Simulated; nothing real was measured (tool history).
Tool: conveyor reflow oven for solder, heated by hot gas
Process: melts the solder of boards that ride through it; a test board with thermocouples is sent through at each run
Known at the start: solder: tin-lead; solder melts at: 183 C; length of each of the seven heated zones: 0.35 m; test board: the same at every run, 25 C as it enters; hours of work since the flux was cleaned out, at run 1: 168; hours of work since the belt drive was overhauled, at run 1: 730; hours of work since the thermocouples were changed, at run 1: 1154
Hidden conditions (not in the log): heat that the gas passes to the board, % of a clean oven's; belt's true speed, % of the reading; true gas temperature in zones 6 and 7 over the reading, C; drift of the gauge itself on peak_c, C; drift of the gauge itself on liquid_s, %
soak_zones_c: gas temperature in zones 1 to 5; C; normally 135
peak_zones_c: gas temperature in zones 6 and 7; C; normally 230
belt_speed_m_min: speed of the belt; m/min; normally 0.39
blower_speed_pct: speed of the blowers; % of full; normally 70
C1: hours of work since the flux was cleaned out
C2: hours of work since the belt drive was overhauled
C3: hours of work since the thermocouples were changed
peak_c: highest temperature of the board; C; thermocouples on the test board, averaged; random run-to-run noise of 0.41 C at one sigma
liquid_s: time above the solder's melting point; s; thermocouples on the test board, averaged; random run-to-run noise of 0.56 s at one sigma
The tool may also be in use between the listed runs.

run 1 hour=0 | soak_zones_c=135 peak_zones_c=230 belt_speed_m_min=0.39 blower_speed_pct=70 | C1=168 C2=730 C3=1154 | peak_c=215.7 liquid_s=77.6
run 2 hour=21.3 | soak_zones_c=135 peak_zones_c=230 belt_speed_m_min=0.39 blower_speed_pct=70 | C1=184 C2=746 C3=1171 | peak_c=216.4 liquid_s=79.1
run 3 hour=31.1 | soak_zones_c=135 peak_zones_c=230 belt_speed_m_min=0.39 blower_speed_pct=70 | C1=192 C2=754 C3=1178 | peak_c=216.7 liquid_s=78.8
run 4 hour=43 | soak_zones_c=135 peak_zones_c=228 belt_speed_m_min=0.39 blower_speed_pct=70 | C1=201 C2=764 C3=1188 | peak_c=214.5 liquid_s=76.6
run 5 hour=56 | soak_zones_c=135 peak_zones_c=230 belt_speed_m_min=0.39 blower_speed_pct=70 | C1=212 C2=774 C3=1198 | peak_c=215.3 liquid_s=78.4
-- hour=72.1 flux residue cleaned out of gas plates and filters
run 6 hour=77.3 | soak_zones_c=135 peak_zones_c=230 belt_speed_m_min=0.39 blower_speed_pct=70 | C1=4 C2=787 C3=1211 | peak_c=215.9 liquid_s=79.6
run 7 hour=89.1 | soak_zones_c=135 peak_zones_c=230 belt_speed_m_min=0.39 blower_speed_pct=70 | C1=13 C2=796 C3=1220 | peak_c=216.5 liquid_s=78.4
run 8 hour=112.1 | soak_zones_c=135 peak_zones_c=230 belt_speed_m_min=0.39 blower_speed_pct=70 | C1=32 C2=814 C3=1238 | peak_c=215.9 liquid_s=79.5
run 9 hour=128 | soak_zones_c=135 peak_zones_c=230 belt_speed_m_min=0.389 blower_speed_pct=70 | C1=44 C2=827 C3=1251 | peak_c=216.2 liquid_s=78.4
run 10 hour=142.6 | soak_zones_c=141 peak_zones_c=222 belt_speed_m_min=0.39 blower_speed_pct=70 | C1=56 C2=838 C3=1262 | peak_c=209.8 liquid_s=73.8
run 11 hour=163.5 | soak_zones_c=141 peak_zones_c=222 belt_speed_m_min=0.39 blower_speed_pct=70 | C1=72 C2=855 C3=1279 | peak_c=209.2 liquid_s=75.4
run 12 hour=175.2 | soak_zones_c=147 peak_zones_c=241 belt_speed_m_min=0.403 blower_speed_pct=88 | C1=81 C2=864 C3=1288 | peak_c=231.1 liquid_s=94.3
run 13 hour=188.9 | soak_zones_c=147 peak_zones_c=241 belt_speed_m_min=0.403 blower_speed_pct=88 | C1=92 C2=875 C3=1299 | peak_c=231.3 liquid_s=94.1
-- hour=192.2 thermocouples of zones 6 and 7 changed
run 14 hour=206.4 | soak_zones_c=131 peak_zones_c=226 belt_speed_m_min=0.403 blower_speed_pct=88 | C1=104 C2=887 C3=11 | peak_c=215.2 liquid_s=75.7
run 15 hour=225.3 | soak_zones_c=131 peak_zones_c=226 belt_speed_m_min=0.31 blower_speed_pct=75 | C1=119 C2=902 C3=26 | peak_c=219.1 liquid_s=103

Below are 3 alternative next runs, each starting from the tool's condition after run 15. Predict each:
run A hour=238.4 | soak_zones_c=131 peak_zones_c=226 belt_speed_m_min=0.31 blower_speed_pct=55 | C1=129 C2=912 C3=36 | peak_c=? liquid_s=?
run B hour=238.4 | soak_zones_c=131 peak_zones_c=218 belt_speed_m_min=0.379 blower_speed_pct=72 | C1=129 C2=912 C3=36 | peak_c=? liquid_s=?
run C hour=238.4 | soak_zones_c=131 peak_zones_c=244 belt_speed_m_min=0.31 blower_speed_pct=85 | C1=129 C2=912 C3=36 | peak_c=? liquid_s=?

run=A peak_c=213.7 liquid_s=94.8
run=B peak_c=205.5 liquid_s=66.9
run=C peak_c=236.4 liquid_s=121.3
Without the tool's unlogged condition, the same runs would have read:
run=A peak_c=213.6 liquid_s=94.7
run=B peak_c=205.5 liquid_s=66.8
run=C peak_c=236.4 liquid_s=121.2
